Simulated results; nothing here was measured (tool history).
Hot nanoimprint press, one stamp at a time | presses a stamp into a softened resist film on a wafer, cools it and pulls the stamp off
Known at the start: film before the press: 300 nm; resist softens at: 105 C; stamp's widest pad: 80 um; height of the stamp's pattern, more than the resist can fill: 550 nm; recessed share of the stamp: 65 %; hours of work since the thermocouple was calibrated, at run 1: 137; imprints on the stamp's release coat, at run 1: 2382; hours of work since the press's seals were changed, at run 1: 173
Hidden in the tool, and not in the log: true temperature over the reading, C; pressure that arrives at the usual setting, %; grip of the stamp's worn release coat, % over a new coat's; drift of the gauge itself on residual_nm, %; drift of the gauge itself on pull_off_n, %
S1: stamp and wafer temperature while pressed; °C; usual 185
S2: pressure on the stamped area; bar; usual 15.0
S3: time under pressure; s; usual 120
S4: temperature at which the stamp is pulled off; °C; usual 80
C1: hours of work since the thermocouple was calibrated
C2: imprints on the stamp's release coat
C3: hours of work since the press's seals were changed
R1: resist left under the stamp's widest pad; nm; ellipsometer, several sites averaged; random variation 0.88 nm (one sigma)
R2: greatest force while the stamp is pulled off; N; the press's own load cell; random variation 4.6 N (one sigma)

Run 1, day 0.000: usual settings; C1 137; C2 2382; C3 173. Result: R1 121.0 nm, R2 236 N.
At day 0.562: stamp cleaned and given a new release coat.
Run 2, day 1.762: usual settings; C1 152; C2 99; C3 189. Result: R1 121.5 nm, R2 220 N.
Run 3, day 3.246: usual settings but S1 193 °C; C1 168; C2 222; C3 205. Result: R1 91.2 nm, R2 218 N.
Run 4, day 4.979: usual settings but S1 193 °C; C1 186; C2 365; C3 223. Result: R1 91.0 nm, R2 217 N.
Run 5, day 6.338: usual settings but S1 196 °C; C1 201; C2 477; C3 238. Result: R1 82.4 nm, R2 220 N.
Run 6, day 8.179: usual settings; C1 220; C2 629; C3 257. Result: R1 122.9 nm, R2 218 N.
Run 7, day 9.575: usual settings; C1 235; C2 744; C3 272. Result: R1 120.4 nm, R2 220 N.
Run 8, day 10.708: usual settings; C1 247; C2 838; C3 284. Result: R1 120.4 nm, R2 224 N.
Run 9, day 12.112: usual settings but S1 181 °C, S2 20.6 bar, S3 240 s, S4 73 °C; C1 262; C2 954; C3 298. Result: R1 92.2 nm, R2 254 N.
Run 10, day 13.625: usual settings but S1 181 °C, S2 20.6 bar, S3 240 s, S4 73 °C; C1 278; C2 1078; C3 314. Result: R1 92.9 nm, R2 251 N.
Run 11, day 14.642: usual settings but S1 181 °C, S2 20.6 bar, S3 240 s, S4 73 °C; C1 288; C2 1162; C3 325. Result: R1 92.2 nm, R2 253 N.
Run 12, day 15.604: usual settings but S2 18.2 bar; C1 298; C2 1242; C3 335. Result: R1 111.4 nm, R2 218 N.
Run 13, day 17.096: usual settings but S1 191 °C, S2 11.4 bar, S3 223 s, S4 74 °C; C1 314; C2 1365; C3 351. Result: R1 84.6 nm, R2 249 N.
Run 14, day 19.333: usual settings but S1 191 °C, S2 11.4 bar, S3 223 s, S4 74 °C; C1 338; C2 1549; C3 375. Result: R1 83.3 nm, R2 253 N.
Run 15, day 20.604: usual settings but S1 191 °C, S2 11.4 bar, S3 223 s, S4 74 °C; C1 351; C2 1654; C3 388. Result: R1 83.9 nm, R2 256 N.
Run 16, day 22.804: usual settings but S1 191 °C, S2 11.4 bar, S3 223 s, S4 74 °C; C1 374; C2 1836; C3 411. Result: R1 85.1 nm, R2 254 N.

Forecast each of these 4 alternatives for the next run:
Run A, day 23.775: usual settings but S3 72 s, S4 83 °C; C1 385; C2 1916; C3 422. Result: R1 ?, R2 ?.
Run B, day 23.775: usual settings but S1 190 °C; C1 385; C2 1916; C3 422. Result: R1 ?, R2 ?.
Run C, day 23.775: usual settings but S2 18.8 bar, S3 94 s; C1 385; C2 1916; C3 422. Result: R1 ?, R2 ?.
Run D, day 23.775: usual settings but S1 180 °C, S2 13.4 bar, S3 100 s, S4 74 °C; C1 385; C2 1916; C3 422. Result: R1 ?, R2 ?.

run     R1   R2
  A  149.6  215
  B  102.2  228
  C  120.9  220
  D  161.1  241
Without the tool's hidden state the same runs would have given:
run     R1   R2
  A  149.5  212
  B  102.1  226
  C  120.8  218
  D  160.9  238

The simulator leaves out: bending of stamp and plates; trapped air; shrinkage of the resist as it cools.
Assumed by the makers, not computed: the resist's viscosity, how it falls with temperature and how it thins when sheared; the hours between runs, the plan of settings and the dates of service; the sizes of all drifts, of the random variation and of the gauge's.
